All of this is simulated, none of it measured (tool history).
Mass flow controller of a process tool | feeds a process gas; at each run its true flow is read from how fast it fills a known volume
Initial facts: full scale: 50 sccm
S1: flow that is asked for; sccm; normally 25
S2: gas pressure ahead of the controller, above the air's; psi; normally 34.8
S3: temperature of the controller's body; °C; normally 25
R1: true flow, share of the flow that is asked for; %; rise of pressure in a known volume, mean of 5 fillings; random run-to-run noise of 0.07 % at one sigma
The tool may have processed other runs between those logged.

{"run": 1, "hour": 0.0, "S1": 25, "S2": 34.8, "S3": 25, "R1": 98.36}
{"run": 2, "hour": 94.6, "S1": 25, "S2": 34.8, "S3": 25, "R1": 98.45}
{"run": 3, "hour": 153.2, "S1": 25, "S2": 34.8, "S3": 25, "R1": 98.38}
{"run": 4, "hour": 228.2, "S1": 25, "S2": 34.8, "S3": 25, "R1": 98.43}
{"run": 5, "hour": 293.3, "S1": 25, "S2": 34.8, "S3": 25, "R1": 98.36}
{"run": 6, "hour": 421.3, "S1": 25, "S2": 34.8, "S3": 25, "R1": 98.31}
{"run": 7, "hour": 525.7, "S1": 24, "S2": 34.8, "S3": 25, "R1": 98.28}
{"run": 8, "hour": 614.3, "S1": 25, "S2": 34.8, "S3": 25, "R1": 98.41}
{"hour": 622.4, "done": "controller's zero set anew"}
{"run": 9, "hour": 703.5, "S1": 25, "S2": 34.8, "S3": 25, "R1": 98.27}
{"run": 10, "hour": 833.4, "S1": 25, "S2": 34.8, "S3": 25, "R1": 98.39}
{"run": 11, "hour": 896.6, "S1": 25, "S2": 34.8, "S3": 25, "R1": 98.25}
{"run": 12, "hour": 983.0, "S1": 25, "S2": 34.8, "S3": 35, "R1": 99.42}
{"run": 13, "hour": 1062.7, "S1": 25, "S2": 34.8, "S3": 25, "R1": 98.43}
{"hour": 1114.2, "done": "controller's zero set anew, once more"}
{"run": 14, "hour": 1153.6, "S1": 43, "S2": 22.2, "S3": 23, "R1": 99.38}
{"run": 15, "hour": 1263.5, "S1": 43, "S2": 37.9, "S3": 24, "R1": 99.02}
{"run": 16, "hour": 1328.3, "S1": 43, "S2": 37.9, "S3": 24, "R1": 98.87}
{"run": 17, "hour": 1447.2, "S1": 15, "S2": 28, "S3": 28, "R1": 98.19}
{"run": 18, "hour": 1523.3, "S1": 43, "S2": 27.7, "S3": 20, "R1": 98.9}
{"run": 19, "hour": 1642.0, "S1": 13, "S2": 27.1, "S3": 30, "R1": 98.46}
{"run": 20, "hour": 1697.6, "S1": 29, "S2": 25.5, "S3": 31, "R1": 99.25}
{"run": 21, "hour": 1811.5, "S1": 29, "S2": 25.5, "S3": 31, "R1": 99.29}
{"run": 22, "hour": 1873.0, "S1": 29, "S2": 25.5, "S3": 31, "R1": 99.28}
{"run": 23, "hour": 1955.3, "S1": 17, "S2": 27.3, "S3": 24, "R1": 97.91}
{"run": 24, "hour": 2082.8, "S1": 17, "S2": 34.8, "S3": 24, "R1": 97.72}
{"run": 25, "hour": 2148.5, "S1": 14, "S2": 29.7, "S3": 24, "R1": 97.61}
{"run": 26, "hour": 2205.2, "S1": 11, "S2": 36.8, "S3": 21, "R1": 96.98}

Each row is a separate what-if for the run after 26, all from the same tool condition, not one after another. Results?
{"run": "A", "hour": 2299.7, "S1": 6, "S2": 24.8, "S3": 20, "R1": "?"}
{"run": "B", "hour": 2299.7, "S1": 20, "S2": 34.8, "S3": 25, "R1": "?"}
{"run": "C", "hour": 2299.7, "S1": 11, "S2": 36.5, "S3": 27, "R1": "?"}
{"run": "D", "hour": 2299.7, "S1": 11, "S2": 29.6, "S3": 21, "R1": "?"}
{"run": "E", "hour": 2299.7, "S1": 14, "S2": 32.2, "S3": 25, "R1": "?"}

run=A R1=97.39
run=B R1=97.88
run=C R1=97.6
run=D R1=97.2
run=E R1=97.68
With no hidden state in the tool, these same runs would have given:
run=A R1=96.93
run=B R1=98.09
run=C R1=97.58
run=D R1=97.18
run=E R1=97.77
